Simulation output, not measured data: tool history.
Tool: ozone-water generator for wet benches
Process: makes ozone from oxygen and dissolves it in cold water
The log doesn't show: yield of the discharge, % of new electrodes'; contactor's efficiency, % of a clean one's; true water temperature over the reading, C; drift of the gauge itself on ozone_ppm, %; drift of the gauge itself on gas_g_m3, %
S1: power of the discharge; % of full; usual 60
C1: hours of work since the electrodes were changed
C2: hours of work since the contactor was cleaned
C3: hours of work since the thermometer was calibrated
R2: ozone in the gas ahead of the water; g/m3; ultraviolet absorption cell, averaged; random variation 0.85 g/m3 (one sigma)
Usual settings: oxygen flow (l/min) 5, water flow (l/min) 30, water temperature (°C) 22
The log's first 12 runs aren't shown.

run 13 day=60.858 | S1=60 oxygen_flow_(l/min)=5 water_flow_(l/min)=30 water_temperature_(°C)=22 | C1=3766 C2=3548 C3=1291 | dissolved_ozone_(ppm)=8.9 R2=123.6
run 14 day=65.992 | S1=60 oxygen_flow_(l/min)=2.61 water_flow_(l/min)=30 water_temperature_(°C)=22 | C1=3850 C2=3631 C3=1374 | dissolved_ozone_(ppm)=7.5 R2=162
run 15 day=70.858 | S1=60 oxygen_flow_(l/min)=2.61 water_flow_(l/min)=30 water_temperature_(°C)=22 | C1=3930 C2=3711 C3=1454 | dissolved_ozone_(ppm)=7.3 R2=160.4
run 16 day=74 | S1=60 oxygen_flow_(l/min)=2.61 water_flow_(l/min)=30 water_temperature_(°C)=22 | C1=3981 C2=3762 C3=1505 | dissolved_ozone_(ppm)=7.4 R2=162.4
run 17 day=78.858 | S1=85 oxygen_flow_(l/min)=4.93 water_flow_(l/min)=29 water_temperature_(°C)=29 | C1=4061 C2=3842 C3=1585 | dissolved_ozone_(ppm)=9.9 R2=144.6
run 18 day=83.804 | S1=53 oxygen_flow_(l/min)=3.47 water_flow_(l/min)=30 water_temperature_(°C)=22 | C1=4142 C2=3923 C3=1666 | dissolved_ozone_(ppm)=7.4 R2=134.7
run 19 day=87.033 | S1=53 oxygen_flow_(l/min)=3.47 water_flow_(l/min)=30 water_temperature_(°C)=22 | C1=4194 C2=3975 C3=1718 | dissolved_ozone_(ppm)=7.7 R2=133.5
run 20 day=92.229 | S1=99 oxygen_flow_(l/min)=4.02 water_flow_(l/min)=30 water_temperature_(°C)=18 | C1=4279 C2=4060 C3=1803 | dissolved_ozone_(ppm)=10.9 R2=168.2
run 21 day=97.988 | S1=84 oxygen_flow_(l/min)=6.57 water_flow_(l/min)=30 water_temperature_(°C)=17 | C1=4373 C2=4155 C3=1898 | dissolved_ozone_(ppm)=11.3 R2=124.4
run 22 day=102.629 | S1=56 oxygen_flow_(l/min)=3.2 water_flow_(l/min)=22 water_temperature_(°C)=16 | C1=4449 C2=4230 C3=1973 | dissolved_ozone_(ppm)=10.9 R2=142
run 23 day=109.646 | S1=82 oxygen_flow_(l/min)=5 water_flow_(l/min)=30 water_temperature_(°C)=22 | C1=4564 C2=4345 C3=2088 | dissolved_ozone_(ppm)=9.9 R2=138.5
run 24 day=113.421 | S1=41 oxygen_flow_(l/min)=5 water_flow_(l/min)=30 water_temperature_(°C)=14 | C1=4626 C2=4407 C3=2150 | dissolved_ozone_(ppm)=7.9 R2=100.2
run 25 day=118.254 | S1=60 oxygen_flow_(l/min)=4.78 water_flow_(l/min)=27 water_temperature_(°C)=15 | C1=4705 C2=4486 C3=2229 | dissolved_ozone_(ppm)=10.1 R2=122.9
run 26 day=122.05 | S1=60 oxygen_flow_(l/min)=4.78 water_flow_(l/min)=27 water_temperature_(°C)=15 | C1=4767 C2=4548 C3=2291 | dissolved_ozone_(ppm)=10.4 R2=121.2
run 27 day=125.638 | S1=60 oxygen_flow_(l/min)=5 water_flow_(l/min)=22 water_temperature_(°C)=17 | C1=4825 C2=4606 C3=2349 | dissolved_ozone_(ppm)=12.1 R2=119.4
run 28 day=128.742 | S1=60 oxygen_flow_(l/min)=5 water_flow_(l/min)=22 water_temperature_(°C)=19 | C1=4876 C2=4657 C3=2400 | dissolved_ozone_(ppm)=11.8 R2=119.2
run 29 day=134.721 | S1=41 oxygen_flow_(l/min)=5 water_flow_(l/min)=30 water_temperature_(°C)=14 | C1=4974 C2=4755 C3=2498 | dissolved_ozone_(ppm)=7.5 R2=98.9
run 30 day=140 | S1=41 oxygen_flow_(l/min)=5 water_flow_(l/min)=30 water_temperature_(°C)=19 | C1=5060 C2=4841 C3=2584 | dissolved_ozone_(ppm)=7.5 R2=99.8
run 31 day=145.846 | S1=60 oxygen_flow_(l/min)=8.03 water_flow_(l/min)=21 water_temperature_(°C)=26 | C1=5156 C2=4937 C3=2680 | dissolved_ozone_(ppm)=10.8 R2=95.7

3 ways to go on from here, each from the tool as it stands after run 31. What would each give?
run A day=150.975 | S1=42 oxygen_flow_(l/min)=8.03 water_flow_(l/min)=21 water_temperature_(°C)=26 | C1=5240 C2=5021 C3=2764 | dissolved_ozone_(ppm)=? R2=?
run B day=150.975 | S1=60 oxygen_flow_(l/min)=8.54 water_flow_(l/min)=30 water_temperature_(°C)=22 | C1=5240 C2=5021 C3=2764 | dissolved_ozone_(ppm)=? R2=?
run C day=150.975 | S1=60 oxygen_flow_(l/min)=8.03 water_flow_(l/min)=29 water_temperature_(°C)=26 | C1=5240 C2=5021 C3=2764 | dissolved_ozone_(ppm)=? R2=?

run=A dissolved_ozone_(ppm)=9.4 R2=81.2
run=B dissolved_ozone_(ppm)=8.8 R2=92.9
run=C dissolved_ozone_(ppm)=8.6 R2=95.9
Without the tool's hidden state the same runs would have given:
run=A dissolved_ozone_(ppm)=10.9 R2=91.7
run=B dissolved_ozone_(ppm)=10.6 R2=108.1
run=C dissolved_ozone_(ppm)=10.4 R2=111.5

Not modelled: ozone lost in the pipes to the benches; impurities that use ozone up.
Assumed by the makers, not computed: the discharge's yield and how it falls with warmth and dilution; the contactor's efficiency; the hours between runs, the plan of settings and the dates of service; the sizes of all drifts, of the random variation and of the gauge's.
